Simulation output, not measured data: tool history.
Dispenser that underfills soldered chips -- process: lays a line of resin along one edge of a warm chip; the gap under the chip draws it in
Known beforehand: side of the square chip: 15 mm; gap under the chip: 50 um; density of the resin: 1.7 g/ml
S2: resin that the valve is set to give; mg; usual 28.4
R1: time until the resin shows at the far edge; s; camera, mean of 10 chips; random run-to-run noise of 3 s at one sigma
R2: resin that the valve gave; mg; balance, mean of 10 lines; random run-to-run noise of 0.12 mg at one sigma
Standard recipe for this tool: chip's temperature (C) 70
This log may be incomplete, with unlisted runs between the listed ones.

run 1 day=0.000 | chip's_temperature_(C)=70 S2=28.4 | R1=449.1 R2=25.66
run 2 day=0.275 | chip's_temperature_(C)=79 S2=28.4 | R1=234.7 R2=28.29
run 3 day=0.617 | chip's_temperature_(C)=79 S2=28.4 | R1=331.2 R2=28.30
run 4 day=0.833 | chip's_temperature_(C)=79 S2=28.4 | R1=238.6 R2=28.08
run 5 day=1.038 | chip's_temperature_(C)=79 S2=28.4 | R1=289.1 R2=27.99
run 6 day=1.429 | chip's_temperature_(C)=79 S2=28.4 | R1=250.3 R2=27.86
run 7 day=1.871 | chip's_temperature_(C)=79 S2=28.4 | R1=395.7 R2=27.92
run 8 day=2.279 | chip's_temperature_(C)=70 S2=24.5 | R1=484.8 R2=23.99
run 9 day=2.762 | chip's_temperature_(C)=70 S2=24.5 | R1=460.1 R2=23.69
run 10 day=2.988 | chip's_temperature_(C)=70 S2=24.5 | R1=342.6 R2=23.58
run 11 day=3.479 | chip's_temperature_(C)=70 S2=34.6 | R1=521.9 R2=33.62
run 12 day=3.954 | chip's_temperature_(C)=70 S2=34.6 | R1=495.3 R2=32.94
run 13 day=4.371 | chip's_temperature_(C)=70 S2=28.4 | R1=434.7 R2=26.94
run 14 day=4.812 | chip's_temperature_(C)=70 S2=31.1 | R1=384.7 R2=29.27
run 15 day=5.279 | chip's_temperature_(C)=70 S2=31.1 | R1=356.2 R2=29.20
run 16 day=5.588 | chip's_temperature_(C)=69 S2=28.4 | R1=512.5 R2=26.49
run 17 day=6.021 | chip's_temperature_(C)=76 S2=24.3 | R1=381.0 R2=22.45
run 18 day=6.404 | chip's_temperature_(C)=81 S2=26.4 | R1=267.1 R2=24.42
run 19 day=6.825 | chip's_temperature_(C)=70 S2=30.9 | R1=344.3 R2=28.26
run 20 day=7.267 | chip's_temperature_(C)=59 S2=24.9 | R1=869.6 R2=22.64
run 21 day=7.750 | chip's_temperature_(C)=57 S2=28.8 | R1=817.1 R2=26.11
run 22 day=8.258 | chip's_temperature_(C)=75 S2=24.4 | R1=394.2 R2=24.20
run 23 day=8.558 | chip's_temperature_(C)=75 S2=24.4 | R1=305.9 R2=24.16
run 24 day=8.879 | chip's_temperature_(C)=80 S2=24.7 | R1=349.6 R2=24.14
run 25 day=9.350 | chip's_temperature_(C)=80 S2=24.7 | R1=325.1 R2=24.22
run 26 day=9.838 | chip's_temperature_(C)=76 S2=36.1 | R1=337.2 R2=34.93
run 27 day=10.204 | chip's_temperature_(C)=76 S2=36.1 | R1=277.4 R2=34.80
run 28 day=10.454 | chip's_temperature_(C)=76 S2=36.1 | R1=354.4 R2=34.82
run 29 day=10.962 | chip's_temperature_(C)=67 S2=30.2 | R1=488.2 R2=29.07
run 30 day=11.367 | chip's_temperature_(C)=67 S2=30.2 | R1=420.1 R2=28.73
run 31 day=11.617 | chip's_temperature_(C)=67 S2=30.2 | R1=549.2 R2=28.53

Not shown here: 23 entries made in the log between runs. Locate each between two listed runs and compare the hidden state at the listed run before it with the hidden state at the listed run after it:
Between runs 1 and 2: dispensing valve cleaned and set on the balance (day 0.212); new syringe of resin (day 0.262)
  resin's viscosity, % of fresh resin's: 138.8 -> 101.3; dose that the valve gives, % of what is set: 90.68 -> 100.02; true chip temperature over the reading, C: -1.46 -> -1.48
  measured less the result without the state, R1: +148.6 -> +14.5 s; R2: -2.64 -> +0.00 mg
Between runs 3 and 4: new syringe of resin (day 0.817)
  resin's viscosity, % of fresh resin's: 142.2 -> 101.4; dose that the valve gives, % of what is set: 99.55 -> 99.3; true chip temperature over the reading, C: -1.51 -> -1.53
  measured less the result without the state, R1: +110.5 -> +15.7 s; R2: -0.13 -> -0.20 mg
Between runs 5 and 6: new syringe of resin (day 1.371)
  resin's viscosity, % of fresh resin's: 124.1 -> 108.4; dose that the valve gives, % of what is set: 99.02 -> 98.53; true chip temperature over the reading, C: -1.55 -> -1.58
  measured less the result without the state, R1: +68.7 -> +32.1 s; R2: -0.28 -> -0.41 mg
Between runs 7 and 8: new syringe of resin (day 1.904)
  resin's viscosity, % of fresh resin's: 167.6 -> 145.8; dose that the valve gives, % of what is set: 97.99 -> 97.46; true chip temperature over the reading, C: -1.62 -> -1.65
  measured less the result without the state, R1: +173.2 -> +174.5 s; R2: -0.57 -> -0.62 mg
Between runs 8 and 9: new syringe of resin (day 2.442)
  resin's viscosity, % of fresh resin's: 145.8 -> 138.4; dose that the valve gives, % of what is set: 97.46 -> 96.82; true chip temperature over the reading, C: -1.65 -> -1.69
  measured less the result without the state, R1: +174.5 -> +150.7 s; R2: -0.62 -> -0.77 mg
Between runs 9 and 10: new syringe of resin (day 2.971)
  resin's viscosity, % of fresh resin's: 138.4 -> 101.7; dose that the valve gives, % of what is set: 96.82 -> 96.54; true chip temperature over the reading, C: -1.69 -> -1.71
  measured less the result without the state, R1: +150.7 -> +29.9 s; R2: -0.77 -> -0.85 mg
Between runs 11 and 12: new syringe of resin (day 3.521)
  resin's viscosity, % of fresh resin's: 165.5 -> 156.3; dose that the valve gives, % of what is set: 95.87 -> 95.24; true chip temperature over the reading, C: -1.75 -> -1.79
  measured less the result without the state, R1: +226.9 -> +199.5 s; R2: -1.45 -> -1.65 mg
Between runs 12 and 13: new syringe of resin (day 4.071)
  resin's viscosity, % of fresh resin's: 156.3 -> 134; dose that the valve gives, % of what is set: 95.24 -> 94.7; true chip temperature over the reading, C: -1.79 -> -1.82
  measured less the result without the state, R1: +199.5 -> +134.2 s; R2: -1.65 -> -1.51 mg
Between runs 13 and 14: new syringe of resin (day 4.612)
  resin's viscosity, % of fresh resin's: 134 -> 119.9; dose that the valve gives, % of what is set: 94.7 -> 94.16; true chip temperature over the reading, C: -1.82 -> -1.86
  measured less the result without the state, R1: +134.2 -> +87.1 s; R2: -1.51 -> -1.82 mg
Between runs 14 and 15: new syringe of resin (day 5.171)
  resin's viscosity, % of fresh resin's: 119.9 -> 111.7; dose that the valve gives, % of what is set: 94.16 -> 93.6; true chip temperature over the reading, C: -1.86 -> -1.89
  measured less the result without the state, R1: +87.1 -> +61.1 s; R2: -1.82 -> -1.99 mg
Between runs 16 and 17: new syringe of resin (day 5.696)
  resin's viscosity, % of fresh resin's: 151.4 -> 137.7; dose that the valve gives, % of what is set: 93.15 -> 92.63; true chip temperature over the reading, C: -1.92 -> -1.95
  measured less the result without the state, R1: +201.3 -> +130.1 s; R2: -1.94 -> -1.79 mg
Between runs 17 and 18: new syringe of resin (day 6.238)
  resin's viscosity, % of fresh resin's: 137.7 -> 117.4; dose that the valve gives, % of what is set: 92.63 -> 92.13; true chip temperature over the reading, C: -1.95 -> -1.99
  measured less the result without the state, R1: +130.1 -> +59.4 s; R2: -1.79 -> -2.09 mg
Between runs 18 and 19: new syringe of resin (day 6.779)
  resin's viscosity, % of fresh resin's: 117.4 -> 105.1; dose that the valve gives, % of what is set: 92.13 -> 91.56; true chip temperature over the reading, C: -1.99 -> -2.02
  measured less the result without the state, R1: +59.4 -> +43.8 s; R2: -2.09 -> -2.60 mg
Between runs 20 and 21: new syringe of resin (day 7.342)
  resin's viscosity, % of fresh resin's: 162.7 -> 151.9; dose that the valve gives, % of what is set: 90.96 -> 90.32; true chip temperature over the reading, C: -2.06 -> -2.09
  measured less the result without the state, R1: +392.6 -> +331.8 s; R2: -2.24 -> -2.79 mg
Between runs 21 and 22: dispensing valve cleaned and set on the balance (day 7.838); new syringe of resin (day 7.929)
  resin's viscosity, % of fresh resin's: 151.9 -> 138.3; dose that the valve gives, % of what is set: 90.32 -> 99.17; true chip temperature over the reading, C: -2.09 -> -2.13
  measured less the result without the state, R1: +331.8 -> +130.8 s; R2: -2.79 -> -0.21 mg
Between runs 22 and 23: new syringe of resin (day 8.475)
  resin's viscosity, % of fresh resin's: 138.3 -> 107.4; dose that the valve gives, % of what is set: 99.17 -> 98.79; true chip temperature over the reading, C: -2.13 -> -2.15
  measured less the result without the state, R1: +130.8 -> +43.1 s; R2: -0.21 -> -0.30 mg
Between runs 24 and 25: new syringe of resin (day 9.029)
  resin's viscosity, % of fresh resin's: 147.7 -> 137.5; dose that the valve gives, % of what is set: 98.33 -> 97.76; true chip temperature over the reading, C: -2.18 -> -2.22
  measured less the result without the state, R1: +131.3 -> +107.6 s; R2: -0.41 -> -0.56 mg
Between runs 25 and 26: new syringe of resin (day 9.575)
  resin's viscosity, % of fresh resin's: 137.5 -> 129.5; dose that the valve gives, % of what is set: 97.76 -> 97.19; true chip temperature over the reading, C: -2.22 -> -2.26
  measured less the result without the state, R1: +107.6 -> +97.2 s; R2: -0.56 -> -1.01 mg
Between runs 26 and 27: new syringe of resin (day 10.117)
  resin's viscosity, % of fresh resin's: 129.5 -> 107.7; dose that the valve gives, % of what is set: 97.19 -> 96.75; true chip temperature over the reading, C: -2.26 -> -2.29
  measured less the result without the state, R1: +97.2 -> +40.2 s; R2: -1.01 -> -1.17 mg
Between runs 28 and 29: new syringe of resin (day 10.662)
  resin's viscosity, % of fresh resin's: 138.3 -> 134.2; dose that the valve gives, % of what is set: 96.44 -> 95.8; true chip temperature over the reading, C: -2.31 -> -2.36
  measured less the result without the state, R1: +118.7 -> +157.0 s; R2: -1.28 -> -1.28 mg
Between runs 29 and 30: new syringe of resin (day 11.192)
  resin's viscosity, % of fresh resin's: 134.2 -> 115.9; dose that the valve gives, % of what is set: 95.8 -> 95.32; true chip temperature over the reading, C: -2.36 -> -2.39
  measured less the result without the state, R1: +157.0 -> +90.8 s; R2: -1.28 -> -1.41 mg

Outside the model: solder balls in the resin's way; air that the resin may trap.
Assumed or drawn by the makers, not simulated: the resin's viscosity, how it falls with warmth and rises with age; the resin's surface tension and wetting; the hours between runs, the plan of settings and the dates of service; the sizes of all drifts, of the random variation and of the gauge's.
